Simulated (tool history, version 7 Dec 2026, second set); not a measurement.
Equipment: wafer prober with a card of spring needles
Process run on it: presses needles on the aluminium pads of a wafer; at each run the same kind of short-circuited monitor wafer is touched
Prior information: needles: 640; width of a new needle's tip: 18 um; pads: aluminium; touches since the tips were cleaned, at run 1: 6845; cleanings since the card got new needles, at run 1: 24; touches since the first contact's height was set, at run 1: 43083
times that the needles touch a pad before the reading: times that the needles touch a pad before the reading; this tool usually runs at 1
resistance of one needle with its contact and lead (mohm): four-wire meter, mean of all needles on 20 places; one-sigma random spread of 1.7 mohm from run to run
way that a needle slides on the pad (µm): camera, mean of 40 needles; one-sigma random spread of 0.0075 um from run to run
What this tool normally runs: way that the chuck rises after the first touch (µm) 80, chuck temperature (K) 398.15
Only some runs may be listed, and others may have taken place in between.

run,hour,way that the chuck rises after the first touch (µm),chuck temperature (K),times that the needles touch a pad before the reading,touches since the tips were cleaned,cleanings since the card got new needles,touches since the first contact's height was set,resistance of one needle with its contact and lead (mohm),way that a needle slides on the pad (µm)
1,0.0,80,398.15,1,6845,24,43083,238,11.241
# hour 2.5: tips cleaned on abrasive film
2,13.6,80,398.15,1,2153,25,45693,211,11.223
3,28.6,80,398.15,1,5050,25,48590,231,11.228
# hour 40.0: tips cleaned on abrasive film
4,42.2,80,398.15,1,431,26,51201,193,11.223
5,61.5,80,398.15,1,4160,26,54930,225,11.229
# hour 77.0: tips cleaned on abrasive film
6,86.9,80,398.15,1,1914,27,59823,208,11.201
7,106.2,80,398.15,1,5639,27,63548,233,11.201
# hour 114.6: tips cleaned on abrasive film
8,120.4,80,398.15,1,1105,28,66274,206,11.217
9,131.6,80,398.15,1,3275,28,68444,223,11.211
10,148.0,80,398.15,1,6449,28,71618,237,11.213
# hour 150.5: tips cleaned on abrasive film
11,167.9,80,398.15,1,3369,29,75450,222,11.211
# hour 188.1: tips cleaned on abrasive film
12,195.1,80,398.15,1,1354,30,80689,208,11.193
13,208.8,80,398.15,1,3996,30,83331,230,11.199
# hour 224.1: tips cleaned on abrasive film
14,228.9,80,317.15,1,935,31,87208,187,11.186
15,254.1,81,317.15,1,5790,31,92063,227,11.326
# hour 261.2: tips cleaned on abrasive film
16,275.7,81,306.15,1,2810,32,96230,209,11.321
17,295.5,94,307.15,1,6642,32,100062,213,13.149
# hour 297.9: tips cleaned on abrasive film
18,314.4,90,307.15,2,3191,33,103684,186,12.576
# hour 335.7: tips cleaned on abrasive film
19,339.5,61,326.15,1,733,34,108522,197,8.489
20,360.2,64,381.15,2,4731,34,112520,222,8.907
# hour 371.9: tips cleaned on abrasive film
21,373.6,80,361.15,2,326,35,115096,179,11.164
22,392.5,80,323.15,2,3990,35,118760,198,11.160
23,403.9,68,325.15,1,6180,35,120950,253,9.468
# hour 409.7: tips cleaned on abrasive film
24,415.9,86,316.15,2,1190,36,123251,180,11.997
25,439.3,86,316.15,2,5717,36,127778,196,12.003
# hour 445.8: tips cleaned on abrasive film
26,459.1,86,316.15,2,2583,37,131593,189,11.985
27,480.9,86,316.15,1,6795,37,135805,220,11.987
# hour 483.5: tips cleaned on abrasive film
28,501.6,87,318.15,1,3499,38,139782,210,12.128

Predict each of these 4 candidate next runs independently; none follows another, all start after run 28:
# hour 520.3: tips cleaned on abrasive film
A,520.3,80,318.15,1,0,39,143380,?,?
# hour 520.3: tips cleaned on abrasive film
B,520.3,71,308.15,1,0,39,143380,?,?
# hour 520.3: tips cleaned on abrasive film
C,520.3,67,315.15,1,0,39,143380,?,?
# hour 520.3: tips cleaned on abrasive film
D,520.3,70,313.15,3,0,39,143380,?,?

run,resistance of one needle with its contact and lead (mohm),way that a needle slides on the pad (µm)
A,170,11.125
B,167,9.862
C,174,9.307
D,167,9.718
The same runs, with their run-to-run variation unchanged, on a tool lacking any hidden condition would have given:
run,resistance of one needle with its contact and lead (mohm),way that a needle slides on the pad (µm)
A,166,11.256
B,161,9.992
C,168,9.437
D,165,9.848

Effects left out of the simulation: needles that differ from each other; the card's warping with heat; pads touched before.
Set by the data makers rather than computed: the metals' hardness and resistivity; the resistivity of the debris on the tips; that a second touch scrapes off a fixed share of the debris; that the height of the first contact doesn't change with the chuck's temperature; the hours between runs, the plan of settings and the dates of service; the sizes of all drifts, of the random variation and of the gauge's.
